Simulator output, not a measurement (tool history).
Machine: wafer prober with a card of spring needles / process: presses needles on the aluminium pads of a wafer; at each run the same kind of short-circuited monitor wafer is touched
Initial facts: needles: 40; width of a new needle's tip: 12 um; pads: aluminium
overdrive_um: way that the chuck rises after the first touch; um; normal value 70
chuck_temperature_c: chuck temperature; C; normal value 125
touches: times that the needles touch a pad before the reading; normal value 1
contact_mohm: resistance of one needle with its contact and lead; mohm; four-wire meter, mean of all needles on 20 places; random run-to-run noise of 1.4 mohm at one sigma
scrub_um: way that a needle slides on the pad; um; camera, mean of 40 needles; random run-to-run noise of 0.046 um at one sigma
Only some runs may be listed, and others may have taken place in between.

Run 1, hour 0.0: usual settings. Result: contact_mohm 141 mohm, scrub_um 13.39 um.
At hour 7.3: tips cleaned on abrasive film.
At hour 17.4: tips cleaned on abrasive film.
Run 2, hour 17.7: usual settings. Result: contact_mohm 120 mohm, scrub_um 13.27 um.
At hour 26.9: tips cleaned on abrasive film.
At hour 36.9: tips cleaned on abrasive film.
Run 3, hour 41.6: usual settings. Result: contact_mohm 142 mohm, scrub_um 13.25 um.
At hour 46.8: tips cleaned on abrasive film.
At hour 57.1: tips cleaned on abrasive film.
Run 4, hour 60.3: usual settings but touches 2. Result: contact_mohm 128 mohm, scrub_um 13.23 um.
At hour 66.9: tips cleaned on abrasive film.
At hour 76.7: tips cleaned on abrasive film.
Run 5, hour 79.3: usual settings. Result: contact_mohm 135 mohm, scrub_um 13.18 um.
At hour 86.1: tips cleaned on abrasive film.
Run 6, hour 92.6: usual settings. Result: contact_mohm 148 mohm, scrub_um 13.22 um.
At hour 95.7: tips cleaned on abrasive film.
At hour 106.0: tips cleaned on abrasive film.
Run 7, hour 114.8: usual settings. Result: contact_mohm 158 mohm, scrub_um 13.20 um.
At hour 116.0: tips cleaned on abrasive film.
At hour 126.2: tips cleaned on abrasive film.
Run 8, hour 132.3: usual settings. Result: contact_mohm 145 mohm, scrub_um 13.08 um.
At hour 135.6: tips cleaned on abrasive film.
At hour 145.0: tips cleaned on abrasive film.
Run 9, hour 150.9: usual settings. Result: contact_mohm 149 mohm, scrub_um 13.05 um.
At hour 154.4: tips cleaned on abrasive film.
Run 10, hour 161.0: usual settings. Result: contact_mohm 154 mohm, scrub_um 13.02 um.
At hour 165.5: tips cleaned on abrasive film.
At hour 176.6: tips cleaned on abrasive film.
Run 11, hour 176.8: usual settings. Result: contact_mohm 124 mohm, scrub_um 13.00 um.
At hour 186.3: tips cleaned on abrasive film.
At hour 196.0: tips cleaned on abrasive film.
Run 12, hour 197.4: usual settings. Result: contact_mohm 129 mohm, scrub_um 12.95 um.
At hour 206.1: tips cleaned on abrasive film.
At hour 216.0: tips cleaned on abrasive film.
Run 13, hour 216.0: usual settings. Result: contact_mohm 122 mohm, scrub_um 12.86 um.
At hour 226.4: tips cleaned on abrasive film.
Run 14, hour 233.6: usual settings. Result: contact_mohm 152 mohm, scrub_um 12.88 um.
At hour 237.1: tips cleaned on abrasive film.
At hour 247.0: tips cleaned on abrasive film.
At hour 256.4: tips cleaned on abrasive film.
Run 15, hour 256.4: usual settings. Result: contact_mohm 123 mohm, scrub_um 12.84 um.
At hour 266.0: tips cleaned on abrasive film.
At hour 275.4: tips cleaned on abrasive film.
Run 16, hour 275.4: usual settings but touches 2. Result: contact_mohm 117 mohm, scrub_um 12.84 um.

Run 17 has not been measured yet. What should we expect?
At hour 285.0: tips cleaned on abrasive film.
At hour 285.3: height of the first contact set anew.
Run 17, hour 292.9: usual settings but touches 2. Result: contact_mohm ?, scrub_um ?.

contact_mohm: 140 mohm
scrub_um: 13.54 um
Had the tool carried no hidden state, the very same run would have given contact_mohm 117 mohm, scrub_um 13.54 um.
